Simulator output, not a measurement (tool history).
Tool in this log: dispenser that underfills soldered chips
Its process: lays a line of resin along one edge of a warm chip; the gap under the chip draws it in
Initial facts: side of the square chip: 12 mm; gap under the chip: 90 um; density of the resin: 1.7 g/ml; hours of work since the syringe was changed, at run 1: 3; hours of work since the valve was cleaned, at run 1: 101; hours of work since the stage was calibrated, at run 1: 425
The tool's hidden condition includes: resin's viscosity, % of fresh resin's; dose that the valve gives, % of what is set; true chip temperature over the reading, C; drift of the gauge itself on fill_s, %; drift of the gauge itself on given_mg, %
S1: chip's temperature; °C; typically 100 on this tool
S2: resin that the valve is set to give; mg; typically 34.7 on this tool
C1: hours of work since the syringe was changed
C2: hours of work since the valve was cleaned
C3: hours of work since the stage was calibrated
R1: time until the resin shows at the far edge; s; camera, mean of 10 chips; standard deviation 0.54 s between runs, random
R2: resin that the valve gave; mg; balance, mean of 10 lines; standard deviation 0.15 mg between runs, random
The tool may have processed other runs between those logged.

{"run": 1, "hour": 0.0, "S1": 100, "S2": 34.7, "C1": 3, "C2": 101, "C3": 425, "R1": 53.2, "R2": 32.02}
{"run": 2, "hour": 9.8, "S1": 100, "S2": 34.7, "C1": 10, "C2": 109, "C3": 433, "R1": 80.1, "R2": 31.91}
{"hour": 13.7, "done": "new syringe of resin"}
{"run": 3, "hour": 23.3, "S1": 100, "S2": 34.7, "C1": 7, "C2": 119, "C3": 443, "R1": 69.9, "R2": 31.41}
{"hour": 25.1, "done": "dispensing valve cleaned and set on the balance"}
{"hour": 31.1, "done": "new syringe of resin"}
{"run": 4, "hour": 36.3, "S1": 100, "S2": 34.7, "C1": 4, "C2": 9, "C3": 452, "R1": 56.9, "R2": 34.44}
{"hour": 47.3, "done": "new syringe of resin"}
{"run": 5, "hour": 48.2, "S1": 100, "S2": 34.7, "C1": 1, "C2": 18, "C3": 461, "R1": 46.7, "R2": 34.31}
{"run": 6, "hour": 56.2, "S1": 100, "S2": 34.7, "C1": 7, "C2": 24, "C3": 468, "R1": 66.3, "R2": 34.21}
{"hour": 63.2, "done": "new syringe of resin"}
{"run": 7, "hour": 63.2, "S1": 100, "S2": 34.7, "C1": 0, "C2": 29, "C3": 473, "R1": 47.5, "R2": 34.04}
{"run": 8, "hour": 73.8, "S1": 105, "S2": 34.7, "C1": 8, "C2": 37, "C3": 481, "R1": 57, "R2": 33.95}
{"hour": 79.6, "done": "new syringe of resin"}
{"run": 9, "hour": 88.2, "S1": 105, "S2": 34.7, "C1": 7, "C2": 48, "C3": 492, "R1": 54.1, "R2": 33.49}
{"run": 10, "hour": 94.8, "S1": 105, "S2": 34.7, "C1": 12, "C2": 54, "C3": 497, "R1": 69.3, "R2": 33.05}
{"hour": 95.9, "done": "new syringe of resin"}
{"run": 11, "hour": 109.1, "S1": 105, "S2": 34.7, "C1": 10, "C2": 64, "C3": 508, "R1": 65.5, "R2": 33.05}
{"hour": 112.7, "done": "new syringe of resin"}
{"run": 12, "hour": 120.4, "S1": 105, "S2": 34.7, "C1": 6, "C2": 73, "C3": 517, "R1": 51.7, "R2": 32.58}
{"run": 13, "hour": 126.6, "S1": 105, "S2": 34.7, "C1": 11, "C2": 78, "C3": 522, "R1": 67.2, "R2": 32.46}
{"hour": 128.9, "done": "new syringe of resin"}
{"run": 14, "hour": 134.6, "S1": 110, "S2": 35.3, "C1": 4, "C2": 84, "C3": 528, "R1": 38.4, "R2": 32.91}
{"run": 15, "hour": 141.1, "S1": 110, "S2": 36.8, "C1": 10, "C2": 89, "C3": 533, "R1": 49.5, "R2": 33.98}
{"hour": 145.7, "done": "new syringe of resin"}
{"run": 16, "hour": 149.6, "S1": 112, "S2": 32.4, "C1": 3, "C2": 95, "C3": 539, "R1": 33.4, "R2": 29.93}
{"hour": 161.6, "done": "new syringe of resin"}
{"run": 17, "hour": 162.2, "S1": 95, "S2": 37.1, "C1": 0, "C2": 105, "C3": 549, "R1": 59.5, "R2": 33.86}
{"run": 18, "hour": 169.7, "S1": 101, "S2": 34.8, "C1": 6, "C2": 111, "C3": 555, "R1": 62.4, "R2": 31.38}
{"hour": 177.9, "done": "new syringe of resin"}
{"run": 19, "hour": 178.4, "S1": 103, "S2": 35, "C1": 0, "C2": 117, "C3": 561, "R1": 43, "R2": 31.56}
{"hour": 183.1, "done": "dispensing valve cleaned and set on the balance"}
{"run": 20, "hour": 191.6, "S1": 103, "S2": 35, "C1": 10, "C2": 7, "C3": 571, "R1": 67.2, "R2": 34.82}
{"hour": 194.6, "done": "new syringe of resin"}
{"run": 21, "hour": 201.2, "S1": 103, "S2": 35, "C1": 5, "C2": 14, "C3": 578, "R1": 55.3, "R2": 34.6}
{"run": 22, "hour": 209.1, "S1": 100, "S2": 33.1, "C1": 11, "C2": 20, "C3": 584, "R1": 86.7, "R2": 32.54}
{"hour": 210.5, "done": "new syringe of resin"}
{"run": 23, "hour": 215.9, "S1": 90, "S2": 38, "C1": 4, "C2": 25, "C3": 589, "R1": 93, "R2": 37.28}

What if the next run were any one of these 5? Each begins from the tool's condition after run 23:
{"hour": 227.1, "done": "new syringe of resin"}
{"run": "A", "hour": 228.0, "S1": 95, "S2": 45, "C1": 1, "C2": 34, "C3": 599, "R1": "?", "R2": "?"}
{"hour": 227.1, "done": "new syringe of resin"}
{"run": "B", "hour": 228.0, "S1": 94, "S2": 34.4, "C1": 1, "C2": 34, "C3": 599, "R1": "?", "R2": "?"}
{"hour": 227.1, "done": "new syringe of resin"}
{"run": "C", "hour": 228.0, "S1": 100, "S2": 29.5, "C1": 1, "C2": 34, "C3": 599, "R1": "?", "R2": "?"}
{"hour": 227.1, "done": "new syringe of resin"}
{"run": "D", "hour": 228.0, "S1": 100, "S2": 34.1, "C1": 1, "C2": 34, "C3": 599, "R1": "?", "R2": "?"}
{"hour": 227.1, "done": "new syringe of resin"}
{"run": "E", "hour": 228.0, "S1": 107, "S2": 38.5, "C1": 1, "C2": 34, "C3": 599, "R1": "?", "R2": "?"}

run=A R1=59.9 R2=43.73
run=B R1=66.2 R2=33.58
run=C R1=52.5 R2=28.62
run=D R1=49.5 R2=33.04
run=E R1=36.2 R2=37.3
The same runs, with their run-to-run variation unchanged, on a tool lacking any hidden condition would have given:
run=A R1=53.6 R2=45.02
run=B R1=59 R2=34.57
run=C R1=46.7 R2=29.47
run=D R1=44.1 R2=34.01
run=E R1=32.5 R2=38.4
